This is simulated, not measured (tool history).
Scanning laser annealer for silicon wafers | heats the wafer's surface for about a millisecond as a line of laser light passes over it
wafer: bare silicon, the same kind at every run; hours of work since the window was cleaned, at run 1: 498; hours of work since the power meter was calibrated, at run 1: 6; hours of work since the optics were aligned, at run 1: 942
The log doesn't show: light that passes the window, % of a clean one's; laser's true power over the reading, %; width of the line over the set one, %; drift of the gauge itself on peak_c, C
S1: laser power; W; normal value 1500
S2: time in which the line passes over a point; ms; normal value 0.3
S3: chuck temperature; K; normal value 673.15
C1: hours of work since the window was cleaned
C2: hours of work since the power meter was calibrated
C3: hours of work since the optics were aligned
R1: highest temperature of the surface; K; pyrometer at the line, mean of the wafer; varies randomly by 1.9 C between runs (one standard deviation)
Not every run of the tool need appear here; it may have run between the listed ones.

run   hour    S1     S2      S3   C1   C2    C3       R1
  1      0  1500    0.3  673.15  498    6   942  1356.15
  2    7.1  1500  0.337  673.15  502   11   946  1394.15
  3   10.8  1500    0.3  675.15  505   13   948  1356.15
  4   18.5  1500  0.331  675.15  509   17   953  1384.15
  5   22.6  1500  0.331  675.15  512   20   955  1384.15
  6   29.4  1500  0.331  675.15  516   24   960  1384.15
  7   35.8  1500    0.3  673.15  520   28   963  1351.15
  8   41.1  1500    0.3  673.15  523   31   967  1349.15
  9   45.8  1500    0.3  673.15  526   34   970  1352.15
 10   52.9  1500    0.3  673.15  530   38   974  1353.15
 11   57.7  1500  0.355  673.15  533   41   977  1407.15
 12   63.4  1500  0.355  673.15  537   45   980  1410.15
 13     72  1500  0.355  673.15  542   50   985  1406.15
 14   77.6  1500  0.264  673.15  545   53   989  1306.15
 15     83  1289    0.3  673.15  549   57   992  1229.15
 16   90.5  1500    0.3  673.15  553   61   997  1354.15
 17   96.1  1500    0.3  673.15  556   65  1000  1352.15
 18  103.9  1500    0.3  673.15  561   69  1005  1344.15
 19  111.6  1500    0.3  673.15  566   74  1009  1346.15
 20  116.2  1500    0.3  673.15  569   77  1012  1348.15
 21  120.2  1500    0.3  673.15  571   79  1015  1348.15
 22  123.9  1308    0.3  673.15  573   81  1017  1234.15
 23  127.6  1586  0.275  699.15  576   84  1019  1396.15
 24  133.9  1586  0.275  699.15  579   88  1023  1398.15
 25  137.8  1523  0.361  698.15  582   90  1025  1455.15
 26    145  1523  0.361  698.15  586   94  1030  1451.15
 27  153.9  1438    0.3  687.15  591  100  1035  1323.15
 28  162.8  1500  0.237  673.15  597  105  1040  1271.15
 29  167.4  1511    0.3  673.15  600  108  1043  1353.15
 30  172.7  1511    0.3  673.15  603  111  1046  1353.15
 31  178.9  1555  0.363  685.15  607  115  1050  1464.15
 32  185.4  1555  0.363  685.15  611  119  1054  1459.15
 33  190.1  1521  0.363  651.15  613  122  1057  1404.15
 34  194.4  1521  0.363  651.15  616  124  1060  1406.15
 35  203.2  1521  0.363  700.15  621  130  1065  1452.15
 36    212  1500  0.314  698.15  627  135  1070  1384.15
 37  215.7  1478    0.3  673.15  629  137  1073  1330.15
 38  221.8  1413  0.331  673.15  633  141  1076  1321.15
 39  229.4  1541  0.265  688.15  637  145  1081  1339.15
 40  238.3  1332   0.33  693.15  643  151  1086  1292.15
 41  242.8  1281   0.33  693.15  645  154  1089  1262.15

Some steps in R1, run to run, broken into two amounts with sign: the step expected even without the hidden condition (settings, incoming material, random variation), and the rest, left for the hidden condition together with whatever gauge scatter is not in both the measured and the hidden-condition-free result:
Run 15 -> 16: S1 1289 -> 1500. R1 +125 K: hidden state -9, all else +134.
Run 21 -> 22: S1 1500 -> 1308. R1 -114 K: hidden state +8, all else -122.
Run 22 -> 23: S1 1308 -> 1586, S2 0.3 -> 0.275, S3 673.15 -> 699.15. R1 +162 K: hidden state -10, all else +172.
Run 26 -> 27: S1 1523 -> 1438, S2 0.361 -> 0.3, S3 698.15 -> 687.15. R1 -128 K: hidden state +8, all else -136.
